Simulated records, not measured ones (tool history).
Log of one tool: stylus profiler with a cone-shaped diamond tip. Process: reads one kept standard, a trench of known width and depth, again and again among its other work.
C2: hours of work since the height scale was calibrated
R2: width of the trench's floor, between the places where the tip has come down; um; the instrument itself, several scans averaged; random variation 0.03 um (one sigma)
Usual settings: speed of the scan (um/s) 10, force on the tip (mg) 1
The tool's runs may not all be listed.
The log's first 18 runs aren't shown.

{"run": 19, "hour": 186.0, "speed of the scan (um/s)": 27, "force on the tip (mg)": 1, "scans with this tip": 1871, "C2": 301, "depth of the trench (Å)": 10075.5, "R2": 13.36}
{"run": 20, "hour": 195.7, "speed of the scan (um/s)": 27, "force on the tip (mg)": 1, "scans with this tip": 1902, "C2": 306, "depth of the trench (Å)": 10074.7, "R2": 13.28}
{"run": 21, "hour": 205.5, "speed of the scan (um/s)": 27, "force on the tip (mg)": 1, "scans with this tip": 1934, "C2": 311, "depth of the trench (Å)": 10073, "R2": 13.39}
{"run": 22, "hour": 212.7, "speed of the scan (um/s)": 27, "force on the tip (mg)": 1, "scans with this tip": 1958, "C2": 315, "depth of the trench (Å)": 10074.6, "R2": 13.36}
{"run": 23, "hour": 227.9, "speed of the scan (um/s)": 27, "force on the tip (mg)": 1, "scans with this tip": 2007, "C2": 323, "depth of the trench (Å)": 10076.2, "R2": 13.38}
{"run": 24, "hour": 241.2, "speed of the scan (um/s)": 27, "force on the tip (mg)": 2.2, "scans with this tip": 2051, "C2": 329, "depth of the trench (Å)": 10130.1, "R2": 13.38}
{"run": 25, "hour": 251.2, "speed of the scan (um/s)": 6, "force on the tip (mg)": 0.41, "scans with this tip": 2083, "C2": 335, "depth of the trench (Å)": 10039, "R2": 13.45}
{"run": 26, "hour": 262.9, "speed of the scan (um/s)": 15, "force on the tip (mg)": 0.99, "scans with this tip": 2121, "C2": 341, "depth of the trench (Å)": 10074.7, "R2": 13.37}
{"run": 27, "hour": 272.0, "speed of the scan (um/s)": 3, "force on the tip (mg)": 0.83, "scans with this tip": 2151, "C2": 346, "depth of the trench (Å)": 10061.3, "R2": 13.44}
{"hour": 273.4, "done": "height scale calibrated on a step standard"}
{"run": 28, "hour": 287.2, "speed of the scan (um/s)": 2, "force on the tip (mg)": 0.58, "scans with this tip": 2199, "C2": 7, "depth of the trench (Å)": 10052.5, "R2": 13.5}
{"run": 29, "hour": 299.4, "speed of the scan (um/s)": 4, "force on the tip (mg)": 1.67, "scans with this tip": 2238, "C2": 14, "depth of the trench (Å)": 10106.5, "R2": 13.36}
{"run": 30, "hour": 305.9, "speed of the scan (um/s)": 17, "force on the tip (mg)": 2.18, "scans with this tip": 2260, "C2": 17, "depth of the trench (Å)": 10130.3, "R2": 13.36}

The next listed run, before its measurement:
{"run": 31, "hour": 320.4, "speed of the scan (um/s)": 17, "force on the tip (mg)": 2.18, "scans with this tip": 2307, "C2": 25, "depth of the trench (Å)": "?", "R2": "?"}

Run 31 gave depth of the trench (Å) 10128.1, R2 13.34 um.
Without the tool's hidden state the same run would have given depth of the trench (Å) 10134.7, R2 13.91 um.
